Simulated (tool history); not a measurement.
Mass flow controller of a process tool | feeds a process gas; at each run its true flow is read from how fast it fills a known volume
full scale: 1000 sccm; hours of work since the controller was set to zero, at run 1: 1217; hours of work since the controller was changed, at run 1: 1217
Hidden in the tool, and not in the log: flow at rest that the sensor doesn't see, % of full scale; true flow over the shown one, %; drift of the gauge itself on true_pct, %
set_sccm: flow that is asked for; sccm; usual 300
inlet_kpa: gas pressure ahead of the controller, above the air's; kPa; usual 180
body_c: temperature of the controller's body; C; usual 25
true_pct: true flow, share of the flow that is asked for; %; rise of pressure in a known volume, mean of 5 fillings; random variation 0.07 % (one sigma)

run,hour,set_sccm,inlet_kpa,body_c,hours of work since the controller was set to zero,hours of work since the controller was changed,true_pct
1,0,300,180,25,1217,1217,96.83
2,105.2,300,180,25,1281,1281,96.81
3,212.6,300,196,25,1346,1346,96.54
4,309.1,300,196,25,1405,1405,96.59
5,375.3,300,196,25,1445,1445,96.52
6,519.5,300,196,25,1532,1532,96.4
7,609.7,300,196,25,1587,1587,96.51
8,670.6,300,171,25,1624,1624,96.5
9,759.6,300,171,25,1678,1678,96.61
10,877.5,300,180,35,1749,1749,95.51
11,938.4,300,180,35,1786,1786,95.73
12,1072,300,180,35,1867,1867,95.52
13,1188.9,300,180,35,1938,1938,95.56
14,1270,300,180,22,1987,1987,96.56
15,1381,300,180,22,2055,2055,96.53
16,1445.5,300,180,22,2094,2094,96.55
# hour 1457: controller's zero set anew
17,1507.8,300,180,22,31,2131,95.94
18,1657.7,300,213,25,122,2222,95.53
19,1754.7,300,213,25,181,2281,95.52
20,1893.8,300,213,25,265,2365,95.28
21,1993.4,300,213,25,325,2426,95.4
# hour 2096.6: controller's zero set anew, once more
22,2143,617,180,25,28,2516,97.59
23,2259.3,300,180,28,99,2587,96.21
24,2351.4,300,215,25,155,2642,96.21
25,2428.6,300,215,25,201,2689,96.29
26,2520.9,305,180,31,257,2745,95.75
27,2620,970,143,31,317,2805,98.46
28,2716.1,970,143,31,376,2864,98.45
29,2819.1,970,143,31,438,2926,98.41
30,2953.9,456,250,21,520,3008,96.69
31,3068.4,135,167,22,589,3077,95.57
32,3179.9,135,167,22,657,3145,95.39
33,3281.7,300,269,29,719,3207,95.12
34,3406.5,206,239,22,794,3282,95.38
35,3472.4,426,156,25,834,3322,96.71
36,3590.1,426,156,25,906,3394,96.57
37,3739.6,189,163,35,996,3484,94.46
38,3866.6,189,163,35,1073,3561,94.39
39,3959.9,346,180,25,1130,3618,95.94
40,4074.8,346,180,25,1200,3688,95.89
41,4223.2,346,180,25,1290,3778,95.72

The next listed run, before its measurement:
42,4299.6,297,208,29,1336,3824,?

{"run 42": {"true_pct": 95.13}}
Without the tool's hidden state the same run would have given true_pct 97.21 %.

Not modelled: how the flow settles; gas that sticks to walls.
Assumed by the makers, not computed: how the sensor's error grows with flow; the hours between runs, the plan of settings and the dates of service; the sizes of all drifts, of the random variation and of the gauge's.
